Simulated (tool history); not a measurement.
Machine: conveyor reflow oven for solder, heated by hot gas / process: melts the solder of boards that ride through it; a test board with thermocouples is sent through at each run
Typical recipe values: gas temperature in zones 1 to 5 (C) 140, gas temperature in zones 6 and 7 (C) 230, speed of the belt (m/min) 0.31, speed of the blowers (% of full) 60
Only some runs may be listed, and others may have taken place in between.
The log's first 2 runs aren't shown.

run,hour,gas temperature in zones 1 to 5 (C),gas temperature in zones 6 and 7 (C),speed of the belt (m/min),speed of the blowers (% of full),highest temperature of the board (C),time above the solder's melting point (s)
3,35.3,140,230,0.31,60,215.4,86.9
4,55.9,140,230,0.31,60,215.3,86.8
5,75.5,140,230,0.31,60,215.2,86.2
6,96,140,230,0.31,60,215.2,87.2
7,106.3,140,230,0.31,60,215.2,87.2
8,124.8,140,230,0.31,60,215.2,87.9
9,138.7,140,230,0.31,60,214.9,86.3
10,155.5,129,230,0.31,60,212.9,77.8
11,171.5,140,230,0.31,65,216.4,89
12,188.1,140,230,0.31,60,215.1,85.8
13,202.7,140,230,0.31,60,215.1,87.4
14,214.7,140,230,0.31,60,214.8,86.7
15,225.5,140,230,0.349,60,211.1,71
16,239.9,140,230,0.349,60,211.3,70.8
# hour 244.8: belt drive overhauled, speed set with a stopwatch
17,253.1,140,230,0.349,60,211.2,72.2
18,267.3,153,235,0.344,90,225.4,96.8
19,279,140,230,0.31,67,217.1,92.1
20,292,140,222,0.258,64,213.9,107.8
21,305.8,140,232,0.317,55,214.2,83.6
22,321.5,145,242,0.313,56,224.6,100.9
23,330.6,151,227,0.31,60,214.7,93.6

What does the tool deliver on the next run?
24,350.1,127,232,0.322,62,?,?

highest temperature of the board (C): 214.1
time above the solder's melting point (s): 75.9
With the hidden condition absent and the run-to-run variation left alone, this run would have shown highest temperature of the board (C) 213.6, time above the solder's melting point (s) 73.5.

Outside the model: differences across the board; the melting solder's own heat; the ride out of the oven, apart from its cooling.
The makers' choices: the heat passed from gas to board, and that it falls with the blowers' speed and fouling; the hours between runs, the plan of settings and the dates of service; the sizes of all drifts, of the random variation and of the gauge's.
